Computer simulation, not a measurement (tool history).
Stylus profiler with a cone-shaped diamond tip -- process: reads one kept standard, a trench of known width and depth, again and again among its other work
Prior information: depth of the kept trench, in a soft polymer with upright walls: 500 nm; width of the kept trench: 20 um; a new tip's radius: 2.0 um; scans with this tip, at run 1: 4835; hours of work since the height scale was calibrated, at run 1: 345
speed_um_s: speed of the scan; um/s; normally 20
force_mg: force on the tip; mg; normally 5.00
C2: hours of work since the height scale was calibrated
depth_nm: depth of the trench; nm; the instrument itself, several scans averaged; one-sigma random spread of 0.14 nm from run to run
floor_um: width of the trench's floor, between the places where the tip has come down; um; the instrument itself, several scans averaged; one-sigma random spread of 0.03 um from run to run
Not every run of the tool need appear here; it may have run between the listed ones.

{"run": 1, "day": 0.0, "speed_um_s": 20, "force_mg": 5.0, "scans with this tip": 4835, "C2": 345, "depth_nm": 507.89, "floor_um": 16.82}
{"run": 2, "day": 0.521, "speed_um_s": 5, "force_mg": 5.0, "scans with this tip": 4973, "C2": 355, "depth_nm": 507.85, "floor_um": 16.91}
{"run": 3, "day": 1.15, "speed_um_s": 5, "force_mg": 5.0, "scans with this tip": 5141, "C2": 367, "depth_nm": 508.03, "floor_um": 16.86}
{"run": 4, "day": 1.425, "speed_um_s": 5, "force_mg": 5.0, "scans with this tip": 5215, "C2": 372, "depth_nm": 508.16, "floor_um": 16.91}
{"run": 5, "day": 1.817, "speed_um_s": 20, "force_mg": 4.04, "scans with this tip": 5318, "C2": 379, "depth_nm": 506.75, "floor_um": 16.77}
{"run": 6, "day": 2.129, "speed_um_s": 20, "force_mg": 4.04, "scans with this tip": 5402, "C2": 385, "depth_nm": 506.91, "floor_um": 16.79}
{"run": 7, "day": 2.512, "speed_um_s": 70, "force_mg": 5.0, "scans with this tip": 5504, "C2": 392, "depth_nm": 508.14, "floor_um": 16.56}
{"run": 8, "day": 2.842, "speed_um_s": 70, "force_mg": 5.0, "scans with this tip": 5592, "C2": 399, "depth_nm": 507.92, "floor_um": 16.57}
{"run": 9, "day": 3.254, "speed_um_s": 20, "force_mg": 5.0, "scans with this tip": 5702, "C2": 407, "depth_nm": 507.77, "floor_um": 16.79}
{"run": 10, "day": 3.871, "speed_um_s": 20, "force_mg": 5.0, "scans with this tip": 5866, "C2": 418, "depth_nm": 508.11, "floor_um": 16.76}
{"run": 11, "day": 4.479, "speed_um_s": 20, "force_mg": 5.0, "scans with this tip": 6028, "C2": 430, "depth_nm": 507.97, "floor_um": 16.73}
{"run": 12, "day": 4.942, "speed_um_s": 20, "force_mg": 5.0, "scans with this tip": 6152, "C2": 439, "depth_nm": 508.19, "floor_um": 16.77}
{"run": 13, "day": 5.492, "speed_um_s": 20, "force_mg": 5.0, "scans with this tip": 6298, "C2": 449, "depth_nm": 507.78, "floor_um": 16.76}
{"run": 14, "day": 6.008, "speed_um_s": 6, "force_mg": 5.0, "scans with this tip": 6436, "C2": 459, "depth_nm": 508.14, "floor_um": 16.79}
{"run": 15, "day": 6.517, "speed_um_s": 24, "force_mg": 5.0, "scans with this tip": 6572, "C2": 469, "depth_nm": 508.02, "floor_um": 16.71}
{"run": 16, "day": 6.967, "speed_um_s": 20, "force_mg": 5.0, "scans with this tip": 6691, "C2": 477, "depth_nm": 508.0, "floor_um": 16.69}
{"run": 17, "day": 7.554, "speed_um_s": 20, "force_mg": 4.47, "scans with this tip": 6848, "C2": 488, "depth_nm": 507.52, "floor_um": 16.65}
{"run": 18, "day": 8.004, "speed_um_s": 20, "force_mg": 4.47, "scans with this tip": 6967, "C2": 497, "depth_nm": 507.16, "floor_um": 16.68}
{"run": 19, "day": 8.292, "speed_um_s": 33, "force_mg": 3.07, "scans with this tip": 7045, "C2": 502, "depth_nm": 505.44, "floor_um": 16.6}
{"run": 20, "day": 8.904, "speed_um_s": 13, "force_mg": 11.07, "scans with this tip": 7208, "C2": 514, "depth_nm": 514.06, "floor_um": 16.72}
{"run": 21, "day": 9.458, "speed_um_s": 13, "force_mg": 11.07, "scans with this tip": 7355, "C2": 524, "depth_nm": 513.88, "floor_um": 16.71}
{"run": 22, "day": 9.983, "speed_um_s": 10, "force_mg": 11.57, "scans with this tip": 7496, "C2": 534, "depth_nm": 514.39, "floor_um": 16.7}
{"run": 23, "day": 10.371, "speed_um_s": 9, "force_mg": 14.6, "scans with this tip": 7598, "C2": 542, "depth_nm": 516.97, "floor_um": 16.71}
{"run": 24, "day": 10.658, "speed_um_s": 46, "force_mg": 2.05, "scans with this tip": 7676, "C2": 547, "depth_nm": 503.81, "floor_um": 16.43}
{"run": 25, "day": 11.004, "speed_um_s": 10, "force_mg": 2.07, "scans with this tip": 7767, "C2": 554, "depth_nm": 503.87, "floor_um": 16.67}
{"run": 26, "day": 11.421, "speed_um_s": 17, "force_mg": 8.6, "scans with this tip": 7879, "C2": 562, "depth_nm": 511.38, "floor_um": 16.62}
{"run": 27, "day": 12.046, "speed_um_s": 59, "force_mg": 7.96, "scans with this tip": 8045, "C2": 574, "depth_nm": 511.15, "floor_um": 16.52}
{"run": 28, "day": 12.579, "speed_um_s": 78, "force_mg": 11.14, "scans with this tip": 8187, "C2": 584, "depth_nm": 513.97, "floor_um": 16.56}
{"run": 29, "day": 12.9, "speed_um_s": 37, "force_mg": 13.52, "scans with this tip": 8273, "C2": 590, "depth_nm": 515.96, "floor_um": 16.59}
{"run": 30, "day": 13.379, "speed_um_s": 15, "force_mg": 1.96, "scans with this tip": 8401, "C2": 599, "depth_nm": 503.61, "floor_um": 16.56}
{"run": 31, "day": 13.842, "speed_um_s": 15, "force_mg": 1.96, "scans with this tip": 8524, "C2": 608, "depth_nm": 503.61, "floor_um": 16.58}
{"run": 32, "day": 14.229, "speed_um_s": 15, "force_mg": 1.96, "scans with this tip": 8627, "C2": 615, "depth_nm": 503.72, "floor_um": 16.54}
{"run": 33, "day": 14.65, "speed_um_s": 63, "force_mg": 5.3, "scans with this tip": 8740, "C2": 623, "depth_nm": 508.0, "floor_um": 16.44}
{"run": 34, "day": 15.075, "speed_um_s": 57, "force_mg": 5.0, "scans with this tip": 8853, "C2": 631, "depth_nm": 507.85, "floor_um": 16.43}
{"run": 35, "day": 15.721, "speed_um_s": 20, "force_mg": 4.89, "scans with this tip": 9024, "C2": 643, "depth_nm": 507.41, "floor_um": 16.49}
{"run": 36, "day": 16.033, "speed_um_s": 6, "force_mg": 5.64, "scans with this tip": 9108, "C2": 649, "depth_nm": 508.56, "floor_um": 16.56}

Here are 5 independent what-if runs from the current tool condition. What would each one return?
{"run": "A", "day": 16.321, "speed_um_s": 71, "force_mg": 3.69, "scans with this tip": 9184, "C2": 655, "depth_nm": "?", "floor_um": "?"}
{"run": "B", "day": 16.321, "speed_um_s": 15, "force_mg": 5.0, "scans with this tip": 9184, "C2": 655, "depth_nm": "?", "floor_um": "?"}
{"run": "C", "day": 16.321, "speed_um_s": 40, "force_mg": 5.64, "scans with this tip": 9184, "C2": 655, "depth_nm": "?", "floor_um": "?"}
{"run": "D", "day": 16.321, "speed_um_s": 17, "force_mg": 5.0, "scans with this tip": 9184, "C2": 655, "depth_nm": "?", "floor_um": "?"}
{"run": "E", "day": 16.321, "speed_um_s": 6, "force_mg": 6.6, "scans with this tip": 9184, "C2": 655, "depth_nm": "?", "floor_um": "?"}

run=A depth_nm=505.68 floor_um=16.36
run=B depth_nm=507.91 floor_um=16.54
run=C depth_nm=508.42 floor_um=16.47
run=D depth_nm=507.60 floor_um=16.53
run=E depth_nm=509.25 floor_um=16.62
With the hidden condition removed and each run's random variation left untouched, the same runs would have given:
run=A depth_nm=506.83 floor_um=17.12
run=B depth_nm=509.06 floor_um=17.30
run=C depth_nm=509.58 floor_um=17.23
run=D depth_nm=508.76 floor_um=17.29
run=E depth_nm=510.41 floor_um=17.38

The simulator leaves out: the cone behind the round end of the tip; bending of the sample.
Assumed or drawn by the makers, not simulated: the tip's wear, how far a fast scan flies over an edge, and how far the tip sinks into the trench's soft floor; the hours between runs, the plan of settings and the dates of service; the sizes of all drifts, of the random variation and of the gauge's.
